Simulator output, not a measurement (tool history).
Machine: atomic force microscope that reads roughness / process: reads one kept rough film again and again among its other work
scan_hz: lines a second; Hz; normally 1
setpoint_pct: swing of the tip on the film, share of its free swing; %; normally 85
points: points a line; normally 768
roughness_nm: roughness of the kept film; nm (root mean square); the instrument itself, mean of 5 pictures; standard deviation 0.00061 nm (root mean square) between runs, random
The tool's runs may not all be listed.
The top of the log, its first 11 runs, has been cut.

| run | day | scan_hz | setpoint_pct | points | pictures with this tip | hours of work since the height scale was calibrated | roughness_nm |
|---|---|---|---|---|---|---|---|
| 12 | 7.367 | 1 | 73 | 768 | 289 | 194 | 0.7215 |
| 13 | 7.921 | 1 | 85 | 697 | 299 | 200 | 0.7072 |
|  | 8.471 | new tip fitted |
| 14 | 8.558 | 1 | 85 | 697 | 2 | 207 | 0.7211 |
| 15 | 9.1 | 1 | 69 | 768 | 12 | 212 | 0.738 |
| 16 | 9.617 | 1 | 69 | 768 | 22 | 218 | 0.7373 |
| 17 | 10.008 | 1 | 85 | 818 | 30 | 222 | 0.72 |
| 18 | 10.492 | 1.6 | 65 | 535 | 39 | 227 | 0.7323 |
| 19 | 11.175 | 1.6 | 65 | 535 | 52 | 234 | 0.7319 |
| 20 | 11.742 | 1.6 | 65 | 535 | 63 | 240 | 0.7311 |
|  | 11.842 | height scale calibrated on a step standard |
| 21 | 12.396 | 2.17 | 65 | 635 | 75 | 6 | 0.7271 |
| 22 | 12.879 | 2.12 | 72 | 768 | 84 | 11 | 0.7156 |
| 23 | 13.617 | 1.75 | 61 | 360 | 98 | 19 | 0.7309 |
| 24 | 14.467 | 1.07 | 61 | 360 | 114 | 28 | 0.736 |
| 25 | 14.95 | 1.07 | 61 | 360 | 124 | 33 | 0.7354 |
| 26 | 15.425 | 0.98 | 68 | 319 | 133 | 38 | 0.7302 |
| 27 | 16.029 | 0.51 | 62 | 742 | 144 | 44 | 0.7417 |
| 28 | 16.792 | 0.82 | 71 | 301 | 159 | 52 | 0.7293 |
|  | 16.917 | height scale calibrated on a step standard, once more |
| 29 | 17.296 | 2.51 | 63 | 301 | 168 | 4 | 0.7141 |
| 30 | 18.062 | 0.51 | 79 | 379 | 182 | 12 | 0.7271 |

Here are 4 independent what-if runs from the current tool condition. What would each one return?
| A | 18.958 | 1.08 | 85 | 379 | 200 | 22 | ? |
| B | 18.958 | 0.65 | 75 | 379 | 200 | 22 | ? |
| C | 18.958 | 2 | 67 | 323 | 200 | 22 | ? |
| D | 18.958 | 1.29 | 72 | 421 | 200 | 22 | ? |

| run | roughness_nm |
|---|---|
| A | 0.7057 |
| B | 0.7261 |
| C | 0.7148 |
| D | 0.7178 |
Had the tool no hidden state, the same runs would have come out as:
| run | roughness_nm |
|---|---|
| A | 0.7161 |
| B | 0.7368 |
| C | 0.7254 |
| D | 0.7285 |

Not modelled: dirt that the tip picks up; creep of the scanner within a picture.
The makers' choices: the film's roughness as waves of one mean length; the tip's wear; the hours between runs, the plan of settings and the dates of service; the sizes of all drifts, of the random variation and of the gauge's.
